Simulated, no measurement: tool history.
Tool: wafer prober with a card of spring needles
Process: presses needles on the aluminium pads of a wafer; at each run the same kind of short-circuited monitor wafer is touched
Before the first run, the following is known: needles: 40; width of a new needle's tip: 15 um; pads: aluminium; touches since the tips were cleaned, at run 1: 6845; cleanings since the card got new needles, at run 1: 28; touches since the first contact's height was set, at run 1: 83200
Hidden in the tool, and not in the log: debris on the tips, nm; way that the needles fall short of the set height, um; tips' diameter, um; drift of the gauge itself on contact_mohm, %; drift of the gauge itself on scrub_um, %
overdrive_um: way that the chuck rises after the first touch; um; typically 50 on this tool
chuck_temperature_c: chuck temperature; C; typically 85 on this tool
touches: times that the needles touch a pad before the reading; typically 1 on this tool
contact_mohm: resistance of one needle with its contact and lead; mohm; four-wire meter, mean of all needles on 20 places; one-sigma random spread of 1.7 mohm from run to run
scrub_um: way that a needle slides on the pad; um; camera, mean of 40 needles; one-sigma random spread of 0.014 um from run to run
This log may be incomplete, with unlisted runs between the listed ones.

| run | hour | overdrive_um | chuck_temperature_c | touches | touches since the tips were cleaned | cleanings since the card got new needles | touches since the first contact's height was set | contact_mohm | scrub_um |
|---|---|---|---|---|---|---|---|---|---|
| 1 | 0.0 | 50 | 85 | 1 | 6845 | 28 | 83200 | 252 | 5.93 |
|  | 2.6 | tips cleaned on abrasive film |
|  | 15.6 | tips cleaned on abrasive film |
| 2 | 20.0 | 50 | 29 | 1 | 3075 | 30 | 97062 | 231 | 5.89 |
|  | 22.7 | height of the first contact set anew |
|  | 28.9 | tips cleaned on abrasive film |
| 3 | 39.1 | 50 | 85 | 1 | 7174 | 31 | 11436 | 259 | 6.02 |
|  | 42.0 | tips cleaned on abrasive film |
|  | 53.9 | tips cleaned on abrasive film |
| 4 | 63.1 | 50 | 85 | 1 | 6435 | 33 | 28115 | 253 | 6.00 |
|  | 68.3 | tips cleaned on abrasive film |
| 5 | 78.1 | 50 | 85 | 1 | 6847 | 34 | 38535 | 258 | 6.00 |
|  | 81.5 | tips cleaned on abrasive film |
|  | 83.8 | tips cleaned on abrasive film, once more |
|  | 97.6 | tips cleaned on abrasive film |
| 6 | 98.5 | 50 | 85 | 1 | 677 | 37 | 52684 | 201 | 5.95 |
|  | 110.1 | tips cleaned on abrasive film |
|  | 123.2 | tips cleaned on abrasive film |
| 7 | 127.3 | 50 | 85 | 1 | 2855 | 39 | 72689 | 231 | 5.93 |
|  | 135.2 | tips cleaned on abrasive film |
| 8 | 146.1 | 50 | 85 | 1 | 7685 | 40 | 85872 | 264 | 5.94 |
|  | 148.3 | tips cleaned on abrasive film |
|  | 161.8 | tips cleaned on abrasive film |
|  | 164.5 | height of the first contact set anew |
| 9 | 170.3 | 50 | 85 | 1 | 5778 | 42 | 4059 | 254 | 6.04 |
|  | 174.9 | tips cleaned on abrasive film |
|  | 188.7 | tips cleaned on abrasive film |
| 10 | 195.7 | 50 | 85 | 1 | 4875 | 44 | 21689 | 254 | 6.01 |
|  | 201.0 | tips cleaned on abrasive film |
|  | 213.5 | tips cleaned on abrasive film |
|  | 225.5 | tips cleaned on abrasive film |
| 11 | 225.5 | 50 | 113 | 1 | 0 | 47 | 42398 | 184 | 5.97 |
|  | 239.3 | tips cleaned on abrasive film |
| 12 | 239.5 | 50 | 113 | 1 | 174 | 48 | 52206 | 192 | 5.96 |
|  | 253.0 | tips cleaned on abrasive film |
| 13 | 259.4 | 50 | 85 | 1 | 4470 | 49 | 66070 | 257 | 5.95 |
|  | 266.1 | tips cleaned on abrasive film |
| 14 | 276.1 | 50 | 85 | 1 | 7070 | 50 | 77731 | 267 | 5.95 |
|  | 278.9 | tips cleaned on abrasive film |
|  | 291.9 | tips cleaned on abrasive film |
|  | 305.2 | tips cleaned on abrasive film |
|  | 305.5 | height of the first contact set anew |
| 15 | 305.5 | 50 | 85 | 2 | 0 | 53 | 0 | 176 | 6.01 |
|  | 319.0 | tips cleaned on abrasive film |
| 16 | 328.9 | 50 | 85 | 2 | 6900 | 54 | 16352 | 228 | 6.01 |
|  | 330.9 | tips cleaned on abrasive film |
|  | 343.1 | tips cleaned on abrasive film |
| 17 | 348.4 | 44 | 86 | 3 | 3719 | 56 | 29927 | 212 | 5.30 |
|  | 355.0 | tips cleaned on abrasive film |
|  | 368.1 | tips cleaned on abrasive film |
| 18 | 373.0 | 31 | 52 | 1 | 3397 | 58 | 47005 | 379 | 3.71 |
|  | 381.8 | tips cleaned on abrasive film |
|  | 394.6 | tips cleaned on abrasive film |
| 19 | 395.7 | 31 | 83 | 1 | 719 | 60 | 62795 | 260 | 3.67 |
|  | 408.3 | tips cleaned on abrasive film |
| 20 | 412.3 | 69 | 75 | 2 | 2812 | 61 | 74384 | 186 | 8.25 |
|  | 421.2 | tips cleaned on abrasive film |
| 21 | 426.3 | 69 | 75 | 2 | 3608 | 62 | 84146 | 186 | 8.22 |
|  | 435.1 | tips cleaned on abrasive film |
|  | 446.4 | height of the first contact set anew |
|  | 449.1 | tips cleaned on abrasive film |
| 22 | 450.3 | 69 | 75 | 2 | 900 | 64 | 2691 | 175 | 8.29 |
|  | 461.4 | tips cleaned on abrasive film |
| 23 | 468.1 | 41 | 84 | 1 | 4695 | 65 | 15070 | 304 | 4.93 |
|  | 474.3 | tips cleaned on abrasive film |
|  | 488.2 | tips cleaned on abrasive film |
| 24 | 498.4 | 43 | 85 | 3 | 7177 | 67 | 36198 | 225 | 5.12 |
|  | 501.2 | tips cleaned on abrasive film |
|  | 515.7 | tips cleaned on abrasive film |
| 25 | 515.8 | 37 | 84 | 2 | 61 | 69 | 48238 | 200 | 4.39 |
|  | 530.1 | tips cleaned on abrasive film |
| 26 | 533.9 | 37 | 84 | 1 | 2681 | 70 | 60872 | 305 | 4.37 |
|  | 543.5 | tips cleaned on abrasive film |
| 27 | 555.1 | 49 | 41 | 3 | 8100 | 71 | 75660 | 208 | 5.80 |
|  | 557.0 | tips cleaned on abrasive film |
|  | 569.3 | tips cleaned on abrasive film |
|  | 581.3 | tips cleaned on abrasive film |
| 28 | 584.0 | 49 | 41 | 3 | 1892 | 74 | 95747 | 187 | 5.79 |
|  | 589.1 | height of the first contact set anew |
|  | 595.0 | tips cleaned on abrasive film |
|  | 607.9 | tips cleaned on abrasive film |
| 29 | 607.9 | 50 | 59 | 1 | 0 | 76 | 13088 | 174 | 6.02 |
|  | 622.2 | tips cleaned on abrasive film |
| 30 | 630.6 | 45 | 80 | 1 | 5886 | 77 | 28923 | 298 | 5.38 |
|  | 635.6 | tips cleaned on abrasive film |
|  | 649.2 | tips cleaned on abrasive film |
|  | 661.1 | tips cleaned on abrasive film |
| 31 | 661.1 | 45 | 85 | 1 | 0 | 80 | 50103 | 192 | 5.38 |

Each row is a separate what-if for the run after 31, all from the same tool condition, not one after another. Results?
|  | 673.1 | tips cleaned on abrasive film |
|  | 685.6 | tips cleaned on abrasive film |
| A | 685.6 | 64 | 29 | 2 | 0 | 82 | 67176 | ? | ? |
|  | 673.1 | tips cleaned on abrasive film |
|  | 685.6 | tips cleaned on abrasive film |
| B | 685.6 | 42 | 42 | 1 | 0 | 82 | 67176 | ? | ? |
|  | 673.1 | tips cleaned on abrasive film |
|  | 685.6 | tips cleaned on abrasive film |
| C | 685.6 | 31 | 82 | 2 | 0 | 82 | 67176 | ? | ? |

| run | contact_mohm | scrub_um |
|---|---|---|
| A | 161 | 7.67 |
| B | 188 | 4.96 |
| C | 209 | 3.66 |
What these runs would have given with no unlogged condition in the tool:
| run | contact_mohm | scrub_um |
|---|---|---|
| A | 154 | 7.75 |
| B | 169 | 5.04 |
| C | 187 | 3.74 |
